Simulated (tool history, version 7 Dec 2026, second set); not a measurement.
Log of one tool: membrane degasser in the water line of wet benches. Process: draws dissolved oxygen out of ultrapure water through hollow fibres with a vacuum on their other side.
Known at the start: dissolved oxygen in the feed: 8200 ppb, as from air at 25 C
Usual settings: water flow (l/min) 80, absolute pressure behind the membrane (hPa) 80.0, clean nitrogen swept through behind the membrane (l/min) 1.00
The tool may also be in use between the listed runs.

run,hour,water flow (l/min),absolute pressure behind the membrane (hPa),clean nitrogen swept through behind the membrane (l/min),dissolved oxygen in the water behind the degasser (ppb),pressure that the water loses in the fibres (hPa)
1,0.0,80,80.0,1.00,751.7,306.4
2,64.5,80,80.0,1.00,749.0,302.9
3,175.0,126,80.0,1.00,1192.7,476.0
4,229.2,126,80.0,1.00,1198.6,482.0
5,289.6,58,80.0,1.00,537.2,220.1
6,392.5,80,80.0,2.84,422.9,305.0
7,473.7,80,80.0,2.45,459.1,304.7
8,574.5,80,80.0,2.45,463.0,305.4
9,672.3,80,121.4,2.45,722.4,303.8
10,732.8,80,121.4,2.45,707.6,301.8
11,801.5,80,121.4,2.45,704.0,302.8
12,906.2,80,80.0,1.00,752.7,304.7
13,998.1,80,80.0,1.98,512.9,305.5
14,1081.0,80,80.0,2.03,514.2,306.4
15,1181.2,80,80.0,1.00,764.1,303.9
16,1252.7,80,80.0,1.00,738.4,304.4
17,1358.0,80,73.3,1.00,688.2,306.3
18,1403.9,70,175.1,1.40,1283.8,264.9
19,1466.7,78,175.1,1.40,1407.7,296.7
20,1536.9,74,191.7,1.89,1219.8,282.9
21,1588.5,74,191.7,1.89,1217.9,279.2
22,1658.0,74,191.7,1.89,1200.3,279.7
23,1756.5,73,79.1,1.00,683.9,278.0
24,1812.5,64,80.0,1.02,594.5,243.2
25,1917.0,64,80.0,1.64,445.1,245.5
26,2014.3,64,80.0,1.64,442.2,245.3
27,2118.6,52,83.7,1.29,450.2,197.0
28,2205.0,80,80.0,1.01,760.7,305.8
29,2273.9,80,51.6,2.47,288.2,305.9
30,2350.8,96,90.4,1.44,887.5,368.7
31,2441.7,96,90.4,1.44,894.8,367.6
32,2535.4,52,117.6,2.63,400.6,199.3

Hidden state or all else? Some run-to-run changes of dissolved oxygen in the water behind the degasser (ppb), split into what the settings, what came in and random variation would give without the hidden state, and what is left for the hidden state (with any gauge scatter that isn't in both results):
The hidden state here: membrane still open, %; true pressure behind the membrane over the reading, kPa; air that leaks in behind the membrane, l/min; drift of the gauge itself on oxygen_ppb, %; drift of the gauge itself on loss_of_pressure_kpa, %.
Run 4 -> 5: water flow (l/min) 126 -> 58. dissolved oxygen in the water behind the degasser (ppb) -661.4: hidden state -10.8, all else -650.6.
Run 17 -> 18: water flow (l/min) 80 -> 70, absolute pressure behind the membrane (hPa) 73.3 -> 175.1, clean nitrogen swept through behind the membrane (l/min) 1.00 -> 1.40. dissolved oxygen in the water behind the degasser (ppb) +595.6: hidden state -9.0, all else +604.6.
Run 27 -> 28: water flow (l/min) 52 -> 80, absolute pressure behind the membrane (hPa) 83.7 -> 80.0, clean nitrogen swept through behind the membrane (l/min) 1.29 -> 1.01. dissolved oxygen in the water behind the degasser (ppb) +310.5: hidden state +12.7, all else +297.8.
Run 29 -> 30: water flow (l/min) 80 -> 96, absolute pressure behind the membrane (hPa) 51.6 -> 90.4, clean nitrogen swept through behind the membrane (l/min) 2.47 -> 1.44. dissolved oxygen in the water behind the degasser (ppb) +599.3: hidden state +9.7, all else +589.6.
Run 31 -> 32: water flow (l/min) 96 -> 52, absolute pressure behind the membrane (hPa) 90.4 -> 117.6, clean nitrogen swept through behind the membrane (l/min) 1.44 -> 2.63. dissolved oxygen in the water behind the degasser (ppb) -494.2: hidden state -19.8, all else -474.4.

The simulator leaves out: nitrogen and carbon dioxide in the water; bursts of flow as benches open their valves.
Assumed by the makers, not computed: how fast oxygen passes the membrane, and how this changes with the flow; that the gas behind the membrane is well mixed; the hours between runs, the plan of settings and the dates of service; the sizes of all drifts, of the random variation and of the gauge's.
